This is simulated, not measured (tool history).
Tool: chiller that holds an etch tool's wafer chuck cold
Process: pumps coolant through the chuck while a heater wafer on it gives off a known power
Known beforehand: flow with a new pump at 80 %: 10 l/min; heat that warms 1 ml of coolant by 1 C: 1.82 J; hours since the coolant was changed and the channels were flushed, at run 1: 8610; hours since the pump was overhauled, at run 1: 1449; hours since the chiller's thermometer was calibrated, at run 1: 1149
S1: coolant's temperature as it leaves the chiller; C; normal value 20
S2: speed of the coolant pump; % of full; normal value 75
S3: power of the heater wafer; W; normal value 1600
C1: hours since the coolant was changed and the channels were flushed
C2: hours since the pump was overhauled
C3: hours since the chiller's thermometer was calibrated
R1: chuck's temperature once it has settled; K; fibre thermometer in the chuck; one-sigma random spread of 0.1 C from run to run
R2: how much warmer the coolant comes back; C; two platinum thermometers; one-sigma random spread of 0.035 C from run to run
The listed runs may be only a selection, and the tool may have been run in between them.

run    hour  S1  S2    S3    C1    C2    C3      R1    R2
  1     0.0  20  75  1600  8610  1449  1149  306.75  5.77
  2    33.3  20  75  1600  8643  1482  1183  306.85  5.74
  3    82.5  20  75  1600  8693  1531  1232  306.75  5.69
  4   105.8  20  65  1600  8716  1554  1255  308.35  6.75
  5   159.0  20  75  1290  8769  1608  1308  304.15  4.62
  6   197.4  20  75  1290  8808  1646  1347  304.05  4.61
      237.4  -- coolant changed, channels flushed
  7   253.0  20  75  1290    16  1696  1396  302.15  4.72
  8   285.7  20  75  1195    48  1728  1429  301.55  4.29
  9   332.1  20  87  1600    95  1775  1475  303.35  4.86
 10   362.6  11  75  1600   125  1805  1506  295.65  5.72
 11   409.0  13  75  1600   172  1852  1552  297.35  5.77
 12   445.0  13  75  1600   208  1888  1588  297.25  5.79
 13   467.0  20  75  1600   230  1910  1610  304.35  5.77
 14   501.1  20  75  1600   264  1944  1644  304.45  5.75
 15   544.7  20  75  1600   307  1987  1688  304.55  5.80
 16   583.2  20  75  1820   346  2026  1726  306.15  6.53
 17   625.0  18  61   825   388  2068  1768  297.75  3.76
 18   653.2  18  61   825   416  2096  1796  297.95  3.80
      657.1  -- chiller's thermometer calibrated
 19   691.5  14  90  1703   453  2133    34  297.65  5.04
 20   729.6  14  90  1703   491  2171    73  297.45  5.03
 21   772.2  27  75  1600   534  2214   115  311.35  5.75
      821.0  -- chiller's thermometer calibrated, once more
 22   826.5  27  75  1600   587  2267     6  311.65  5.80
 23   853.7  19  76  1600   614  2294    33  303.65  5.66
 24   895.3  28  62  1600   656  2336    74  314.65  7.23
 25   919.7  28  62  1600   680  2360    99  314.65  7.24
 26   958.8  28  62  1781   719  2399   138  316.15  8.04
 27   991.3  16  71  1794   752  2432   170  302.55  6.96
 28  1025.9  16  71  1794   786  2466   205  302.65  6.89
 29  1077.4  16  71  1794   838  2518   256  302.75  6.93
 30  1100.2  16  71  1794   861  2541   279  302.75  6.98
 31  1123.3  20  61  1600   884  2564   302  306.95  7.33

Hidden state at the last listed run before each entry between runs and at the first one after, where it differs:
In the gap between runs 6 and 7: coolant changed, channels flushed (hour 237.4)
  heat passed by the chuck's channels, % of clean ones': 76.5 -> 99.2; coolant's true temperature over the reading, C: -0.2 -> -0.21
  measured less the result without the state, R1: +1.80 -> -0.10 K; R2: +0.06 -> +0.06 C
In the gap between runs 18 and 19: chiller's thermometer calibrated (hour 657.1)
  heat passed by the chuck's channels, % of clean ones': 98.1 -> 98; flow at a given pump speed, % of a new pump's: 98.3 -> 98.2; coolant's true temperature over the reading, C: -0.25 -> -0.4
  measured less the result without the state, R1: +0.00 -> -0.10 K; R2: +0.07 -> +0.09 C
In the gap between runs 21 and 22: chiller's thermometer calibrated, once more (hour 821.0)
  heat passed by the chuck's channels, % of clean ones': 97.8 -> 97.7; coolant's true temperature over the reading, C: -0.41 -> -0.07
  measured less the result without the state, R1: -0.10 -> +0.30 K; R2: +0.10 -> +0.11 C
